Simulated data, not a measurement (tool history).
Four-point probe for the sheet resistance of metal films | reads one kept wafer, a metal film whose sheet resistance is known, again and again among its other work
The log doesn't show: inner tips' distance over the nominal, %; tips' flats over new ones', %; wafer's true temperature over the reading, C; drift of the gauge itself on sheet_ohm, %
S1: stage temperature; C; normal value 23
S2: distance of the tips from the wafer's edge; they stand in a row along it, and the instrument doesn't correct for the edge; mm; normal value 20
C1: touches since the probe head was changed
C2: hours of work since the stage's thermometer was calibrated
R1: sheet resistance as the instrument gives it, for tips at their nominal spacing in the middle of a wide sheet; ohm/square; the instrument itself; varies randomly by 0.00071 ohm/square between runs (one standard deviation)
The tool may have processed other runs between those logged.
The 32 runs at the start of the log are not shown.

run 33 hour=2716.6 | S1=33 S2=51 | C1=111998 C2=1410 | R1=3.543852
run 34 hour=2777.2 | S1=32 S2=45 | C1=114446 C2=1439 | R1=3.545107
run 35 hour=2878.7 | S1=18 S2=47 | C1=118546 C2=1487 | R1=3.565056
run 36 hour=2990.7 | S1=22 S2=30 | C1=123066 C2=1541 | R1=3.561203
run 37 hour=3052.3 | S1=22 S2=30 | C1=125557 C2=1570 | R1=3.559911
run 38 hour=3161.7 | S1=22 S2=30 | C1=129974 C2=1623 | R1=3.559858
run 39 hour=3272.3 | S1=33 S2=30 | C1=134439 C2=1676 | R1=3.547823
run 40 hour=3360.1 | S1=22 S2=31 | C1=137986 C2=1718 | R1=3.561861
run 41 hour=3425.6 | S1=22 S2=31 | C1=140629 C2=1749 | R1=3.560213
run 42 hour=3478.5 | S1=18 S2=50 | C1=142766 C2=1775 | R1=3.566251
run 43 hour=3601.8 | S1=23 S2=7 | C1=147745 C2=1834 | R1=3.576899
run 44 hour=3672.9 | S1=22 S2=27 | C1=150618 C2=1868 | R1=3.563241

3 ways to go on from here, each from the tool as it stands after run 44. What would each give?
run A hour=3761.1 | S1=31 S2=42 | C1=154179 C2=1910 | R1=?
run B hour=3761.1 | S1=25 S2=4 | C1=154179 C2=1910 | R1=?
run C hour=3761.1 | S1=32 S2=18 | C1=154179 C2=1910 | R1=?

run=A R1=3.55037
run=B R1=3.60416
run=C R1=3.550994
Without the tool's hidden state the same runs would have given:
run=A R1=3.542754
run=B R1=3.596598
run=C R1=3.543353
